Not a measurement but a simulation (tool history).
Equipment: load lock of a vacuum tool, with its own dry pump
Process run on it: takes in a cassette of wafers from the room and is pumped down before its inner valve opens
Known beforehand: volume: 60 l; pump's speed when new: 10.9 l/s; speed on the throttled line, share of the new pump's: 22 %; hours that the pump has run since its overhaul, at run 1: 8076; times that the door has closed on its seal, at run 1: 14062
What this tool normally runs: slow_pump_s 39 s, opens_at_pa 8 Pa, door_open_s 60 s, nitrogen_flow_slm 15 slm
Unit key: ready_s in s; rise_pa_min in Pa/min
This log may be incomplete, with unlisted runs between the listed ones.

run,hour,slow_pump_s,opens_at_pa,door_open_s,nitrogen_flow_slm,hours that the pump has run since its overhaul,times that the door has closed on its seal,"incoming humidity of the room's air, %",ready_s,rise_pa_min
1,0.0,39,8,60,15,8076,14062,47.4,91.1,0.131
2,106.2,39,8,60,15,8182,14369,45.6,91.3,0.127
3,231.4,39,8,60,15,8307,14732,44.2,91.7,0.136
4,384.0,39,8,60,15,8460,15173,44.0,92.0,0.136
5,482.8,39,8,60,15,8558,15459,46.6,93.3,0.146
6,609.9,39,8,60,15,8685,15827,44.7,93.3,0.139
7,707.8,31,8,60,15,8783,16110,45.5,87.5,0.145
8,873.2,31,8,60,15,8949,16589,40.6,87.1,0.143
9,970.2,31,8,60,15,9046,16869,48.3,88.2,0.155
10,1052.7,31,8,60,15,9128,17108,45.2,86.3,0.157
11,1166.3,39,8,60,15,9242,17437,41.3,94.9,0.155
12,1297.2,39,8,60,15,9373,17815,46.6,93.4,0.161
13,1389.8,39,8,60,15,9465,18083,43.9,93.7,0.167
14,1499.8,39,8,60,15,9575,18402,48.0,95.0,0.173
15,1630.2,39,8,60,15,9706,18779,47.2,94.9,0.180
16,1777.3,39,8,60,15,9853,19204,46.9,94.3,0.178
17,1875.3,55,8,177,18,9951,19488,49.4,105.2,0.210
18,1967.6,35,8,60,22,10043,19755,45.4,92.1,0.177
19,2092.9,39,8,173,21,10168,20118,45.1,93.7,0.209
20,2178.8,30,15,47,9,10254,20366,49.2,84.0,0.196
21,2339.1,39,8,140,15,10415,20830,42.6,94.9,0.218
22,2486.0,21,8,60,15,10562,21255,43.5,82.7,0.201
23,2625.2,21,6,60,15,10701,21658,48.7,85.4,0.211
24,2774.7,21,6,60,15,10850,22090,39.7,86.7,0.207
25,2942.3,32,12,77,27,11018,22575,42.9,87.9,0.209
26,3029.7,73,8,60,15,11105,22828,45.9,120.8,0.223
27,3138.3,38,7,60,15,11214,23142,47.8,96.6,0.228
28,3278.1,38,7,60,15,11354,23547,43.7,98.1,0.227
29,3351.8,38,7,60,15,11427,23760,43.9,97.7,0.237

For some of the steps in ready_s from one run to the next: how much would appear even if the tool had no hidden state, given the settings, what came in and random variation, and how much remains for the hidden state plus any gauge scatter that the measured result and the result without hidden state don't share?
What the log doesn't record here: pump's speed, % of a new pump's; leak at the door's seal, Pa l/s; drift of the gauge itself on ready_s, %; drift of the gauge itself on rise_pa_min, %.
Run 24 -> 25: slow_pump_s 21 -> 32, opens_at_pa 6 -> 12, door_open_s 60 -> 77, nitrogen_flow_slm 15 -> 27. ready_s +1.2 s: hidden state -1.9, all else +3.1.
Run 25 -> 26: slow_pump_s 32 -> 73, opens_at_pa 12 -> 8, door_open_s 77 -> 60, nitrogen_flow_slm 27 -> 15. ready_s +32.9 s: hidden state -1.7, all else +34.6.
Run 26 -> 27: slow_pump_s 73 -> 38, opens_at_pa 8 -> 7. ready_s -24.2 s: hidden state +2.7, all else -26.9.

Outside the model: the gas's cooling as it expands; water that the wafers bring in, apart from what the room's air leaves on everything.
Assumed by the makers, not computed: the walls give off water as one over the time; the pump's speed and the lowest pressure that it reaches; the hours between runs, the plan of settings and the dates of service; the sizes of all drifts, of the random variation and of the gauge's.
